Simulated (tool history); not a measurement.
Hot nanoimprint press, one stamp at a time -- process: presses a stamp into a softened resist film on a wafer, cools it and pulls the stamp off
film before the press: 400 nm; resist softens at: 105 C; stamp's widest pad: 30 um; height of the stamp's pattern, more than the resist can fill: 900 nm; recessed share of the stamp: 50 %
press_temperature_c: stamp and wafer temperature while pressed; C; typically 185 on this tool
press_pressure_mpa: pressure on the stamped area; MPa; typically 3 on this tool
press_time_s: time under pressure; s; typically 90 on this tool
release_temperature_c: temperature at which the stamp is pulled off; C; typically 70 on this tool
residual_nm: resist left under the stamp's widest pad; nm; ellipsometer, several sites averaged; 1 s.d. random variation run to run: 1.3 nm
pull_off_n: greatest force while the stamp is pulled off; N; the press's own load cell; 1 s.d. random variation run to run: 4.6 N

Run 1, hour 0: usual settings. Result: residual_nm 205.3 nm, pull_off_n 312 N.
Run 2, hour 8.4: usual settings. Result: residual_nm 207.8 nm, pull_off_n 332 N.
Run 3, hour 15.9: usual settings. Result: residual_nm 203.7 nm, pull_off_n 321 N.
Run 4, hour 20.5: usual settings. Result: residual_nm 206.2 nm, pull_off_n 329 N.
Run 5, hour 26.5: usual settings. Result: residual_nm 207 nm, pull_off_n 323 N.
Run 6, hour 33.6: usual settings. Result: residual_nm 204.8 nm, pull_off_n 338 N.
Run 7, hour 43.8: usual settings. Result: residual_nm 205.2 nm, pull_off_n 324 N.
Run 8, hour 53.7: usual settings. Result: residual_nm 203.6 nm, pull_off_n 339 N.
Run 9, hour 61.3: usual settings. Result: residual_nm 206.1 nm, pull_off_n 324 N.
At hour 65.1: plate thermocouple calibrated.
Run 10, hour 73: usual settings. Result: residual_nm 203.6 nm, pull_off_n 332 N.
Run 11, hour 79.1: usual settings. Result: residual_nm 202.9 nm, pull_off_n 342 N.
Run 12, hour 83.5: usual settings but press_temperature_c 186 C. Result: residual_nm 199.1 nm, pull_off_n 335 N.
Run 13, hour 93.5: usual settings but release_temperature_c 67 C. Result: residual_nm 204.5 nm, pull_off_n 361 N.
Run 14, hour 102.3: usual settings but release_temperature_c 67 C. Result: residual_nm 205.3 nm, pull_off_n 346 N.
Run 15, hour 110.2: usual settings but release_temperature_c 67 C. Result: residual_nm 202.2 nm, pull_off_n 370 N.
At hour 116.7: plate thermocouple calibrated, once more.
Run 16, hour 122.3: usual settings but release_temperature_c 67 C. Result: residual_nm 206.5 nm, pull_off_n 372 N.
Run 17, hour 128.8: usual settings but release_temperature_c 67 C. Result: residual_nm 208.8 nm, pull_off_n 385 N.
Run 18, hour 133.7: usual settings but release_temperature_c 74 C. Result: residual_nm 206.9 nm, pull_off_n 340 N.
Run 19, hour 140: usual settings but release_temperature_c 74 C. Result: residual_nm 208.5 nm, pull_off_n 340 N.
Run 20, hour 144.9: usual settings but press_time_s 108 s. Result: residual_nm 193.7 nm, pull_off_n 361 N.
Run 21, hour 149.1: usual settings but press_time_s 108 s. Result: residual_nm 194.5 nm, pull_off_n 350 N.
Run 22, hour 157.7: usual settings but press_temperature_c 182 C, press_pressure_mpa 2.5 MPa, release_temperature_c 58 C. Result: residual_nm 241.8 nm, pull_off_n 407 N.
Run 23, hour 167.1: usual settings but press_temperature_c 191 C, press_pressure_mpa 2.01 MPa, release_temperature_c 58 C. Result: residual_nm 204.1 nm, pull_off_n 437 N.
Run 24, hour 173.9: usual settings but press_temperature_c 191 C, press_pressure_mpa 2.01 MPa, release_temperature_c 58 C. Result: residual_nm 202.6 nm, pull_off_n 452 N.
Run 25, hour 182.7: usual settings but press_temperature_c 183 C, press_pressure_mpa 2.27 MPa. Result: residual_nm 242.4 nm, pull_off_n 370 N.
Run 26, hour 188.9: usual settings but press_pressure_mpa 4.39 MPa. Result: residual_nm 177.5 nm, pull_off_n 348 N.
Run 27, hour 193.3: usual settings but press_temperature_c 181 C, press_pressure_mpa 4.35 MPa, press_time_s 50 s. Result: residual_nm 247 nm, pull_off_n 369 N.
Run 28, hour 200.4: usual settings but press_temperature_c 181 C, press_pressure_mpa 4.35 MPa, press_time_s 50 s. Result: residual_nm 247.3 nm, pull_off_n 375 N.
Run 29, hour 209.5: usual settings but press_pressure_mpa 3.06 MPa, release_temperature_c 58 C. Result: residual_nm 203.5 nm, pull_off_n 450 N.

What if the next run were any one of these 4? Each begins from the tool's condition after run 29:
Run A, hour 219.5: usual settings but press_pressure_mpa 2.1 MPa. Result: residual_nm ?, pull_off_n ?.
Run B, hour 219.5: usual settings but press_pressure_mpa 1.93 MPa, press_time_s 170 s. Result: residual_nm ?, pull_off_n ?.
Run C, hour 219.5: usual settings. Result: residual_nm ?, pull_off_n ?.
Run D, hour 219.5: usual settings but press_temperature_c 176 C, press_pressure_mpa 3.06 MPa, press_time_s 147 s, release_temperature_c 58 C. Result: residual_nm ?, pull_off_n ?.

run  residual_nm  pull_off_n
  A        234.5         372
  B        193.4         381
  C        204.8         357
  D        229.1         453
Take away the tool's hidden state, keep each run's random variation, and the runs would have read:
run  residual_nm  pull_off_n
  A        236.2         221
  B        195.1         226
  C        206.1         211
  D        230.7         269

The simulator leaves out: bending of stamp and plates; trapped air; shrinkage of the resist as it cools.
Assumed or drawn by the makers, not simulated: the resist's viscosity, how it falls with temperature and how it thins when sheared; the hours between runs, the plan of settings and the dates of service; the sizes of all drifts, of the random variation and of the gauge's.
